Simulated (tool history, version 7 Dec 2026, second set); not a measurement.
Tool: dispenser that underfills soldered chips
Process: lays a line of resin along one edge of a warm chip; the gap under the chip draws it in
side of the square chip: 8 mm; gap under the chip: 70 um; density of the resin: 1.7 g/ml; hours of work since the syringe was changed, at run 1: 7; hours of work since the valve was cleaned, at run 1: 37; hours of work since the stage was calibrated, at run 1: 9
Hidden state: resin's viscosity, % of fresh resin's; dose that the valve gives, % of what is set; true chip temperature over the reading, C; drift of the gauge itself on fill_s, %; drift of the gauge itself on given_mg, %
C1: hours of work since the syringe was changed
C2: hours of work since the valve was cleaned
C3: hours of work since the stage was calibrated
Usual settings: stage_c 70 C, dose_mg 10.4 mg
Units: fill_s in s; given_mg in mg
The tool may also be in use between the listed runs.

run 1 day=0.000 | stage_c=70 dose_mg=10.4 | C1=7 C2=37 C3=9 | fill_s=38.7 given_mg=10.28
-- day=0.046 new syringe of resin
run 2 day=0.221 | stage_c=70 dose_mg=12.0 | C1=3 C2=40 C3=12 | fill_s=30.6 given_mg=11.83
run 3 day=0.433 | stage_c=70 dose_mg=10.4 | C1=6 C2=43 C3=15 | fill_s=36.7 given_mg=10.24
-- day=0.604 new syringe of resin
run 4 day=0.667 | stage_c=70 dose_mg=11.1 | C1=1 C2=46 C3=19 | fill_s=29.7 given_mg=10.90
run 5 day=0.788 | stage_c=70 dose_mg=9.5 | C1=3 C2=48 C3=20 | fill_s=33.3 given_mg=9.37
run 6 day=0.938 | stage_c=70 dose_mg=12.4 | C1=5 C2=50 C3=23 | fill_s=34.1 given_mg=12.13
-- day=1.142 dispensing valve cleaned and set on the balance
run 7 day=1.142 | stage_c=70 dose_mg=10.4 | C1=7 C2=0 C3=25 | fill_s=39.4 given_mg=10.25
-- day=1.208 new syringe of resin
run 8 day=1.321 | stage_c=70 dose_mg=10.4 | C1=2 C2=2 C3=27 | fill_s=30.0 given_mg=10.39
run 9 day=1.521 | stage_c=70 dose_mg=10.4 | C1=5 C2=5 C3=30 | fill_s=33.9 given_mg=10.33
-- day=1.762 new syringe of resin
run 10 day=1.762 | stage_c=70 dose_mg=10.8 | C1=0 C2=9 C3=34 | fill_s=27.8 given_mg=10.79
run 11 day=1.888 | stage_c=70 dose_mg=10.8 | C1=2 C2=10 C3=35 | fill_s=29.7 given_mg=10.79
run 12 day=2.096 | stage_c=70 dose_mg=10.8 | C1=5 C2=14 C3=39 | fill_s=35.7 given_mg=10.66
-- day=2.325 new syringe of resin
run 13 day=2.338 | stage_c=70 dose_mg=10.8 | C1=0 C2=17 C3=42 | fill_s=28.5 given_mg=10.74
run 14 day=2.483 | stage_c=64 dose_mg=10.4 | C1=2 C2=19 C3=44 | fill_s=44.1 given_mg=10.37
run 15 day=2.646 | stage_c=70 dose_mg=10.4 | C1=5 C2=21 C3=46 | fill_s=35.0 given_mg=10.24
run 16 day=2.750 | stage_c=70 dose_mg=10.6 | C1=6 C2=23 C3=48 | fill_s=38.3 given_mg=10.52
-- day=2.879 new syringe of resin
run 17 day=2.971 | stage_c=70 dose_mg=10.6 | C1=1 C2=26 C3=51 | fill_s=31.2 given_mg=10.51
run 18 day=3.192 | stage_c=70 dose_mg=10.4 | C1=5 C2=29 C3=54 | fill_s=34.5 given_mg=10.31
run 19 day=3.329 | stage_c=77 dose_mg=10.4 | C1=7 C2=31 C3=56 | fill_s=27.3 given_mg=10.29
-- day=3.442 new syringe of resin
run 20 day=3.442 | stage_c=57 dose_mg=10.4 | C1=0 C2=33 C3=58 | fill_s=59.2 given_mg=10.18
run 21 day=3.558 | stage_c=57 dose_mg=10.4 | C1=2 C2=34 C3=59 | fill_s=65.3 given_mg=10.34
run 22 day=3.742 | stage_c=75 dose_mg=10.4 | C1=4 C2=37 C3=62 | fill_s=27.2 given_mg=10.28
run 23 day=3.871 | stage_c=75 dose_mg=10.4 | C1=6 C2=39 C3=64 | fill_s=29.7 given_mg=10.26
run 24 day=3.975 | stage_c=75 dose_mg=10.4 | C1=8 C2=40 C3=65 | fill_s=31.2 given_mg=10.15
-- day=4.008 new syringe of resin
run 25 day=4.196 | stage_c=58 dose_mg=12.6 | C1=3 C2=43 C3=68 | fill_s=59.8 given_mg=12.36
run 26 day=4.300 | stage_c=84 dose_mg=11.5 | C1=4 C2=45 C3=70 | fill_s=16.8 given_mg=11.35
run 27 day=4.529 | stage_c=84 dose_mg=11.5 | C1=8 C2=48 C3=73 | fill_s=20.1 given_mg=11.36
-- day=4.571 new syringe of resin
run 28 day=4.646 | stage_c=57 dose_mg=10.9 | C1=1 C2=50 C3=75 | fill_s=60.4 given_mg=10.71
-- day=4.854 dispensing valve cleaned and set on the balance
run 29 day=4.908 | stage_c=84 dose_mg=10.9 | C1=4 C2=1 C3=78 | fill_s=17.0 given_mg=10.84
run 30 day=5.062 | stage_c=66 dose_mg=9.8 | C1=7 C2=3 C3=80 | fill_s=48.5 given_mg=9.71
-- day=5.167 new syringe of resin
run 31 day=5.179 | stage_c=83 dose_mg=9.8 | C1=0 C2=5 C3=82 | fill_s=15.3 given_mg=9.76
run 32 day=5.342 | stage_c=75 dose_mg=10.0 | C1=3 C2=7 C3=84 | fill_s=24.4 given_mg=9.99
run 33 day=5.483 | stage_c=75 dose_mg=13.3 | C1=5 C2=9 C3=86 | fill_s=26.1 given_mg=13.23
run 34 day=5.625 | stage_c=76 dose_mg=12.5 | C1=7 C2=11 C3=88 | fill_s=27.3 given_mg=12.41
-- day=5.729 new syringe of resin
run 35 day=5.829 | stage_c=68 dose_mg=13.4 | C1=1 C2=14 C3=91 | fill_s=33.5 given_mg=13.34

Forecast each of these 3 alternatives for the next run:
run A day=5.971 | stage_c=61 dose_mg=10.4 | C1=4 C2=16 C3=93 | fill_s=? given_mg=?
run B day=5.971 | stage_c=55 dose_mg=9.4 | C1=4 C2=16 C3=93 | fill_s=? given_mg=?
run C day=5.971 | stage_c=66 dose_mg=12.4 | C1=4 C2=16 C3=93 | fill_s=? given_mg=?

run=A fill_s=56.2 given_mg=10.30
run=B fill_s=80.1 given_mg=9.38
run=C fill_s=41.3 given_mg=12.25
Without the tool's hidden state the same runs would have given:
run=A fill_s=45.9 given_mg=10.38
run=B fill_s=65.2 given_mg=9.46
run=C fill_s=33.7 given_mg=12.35
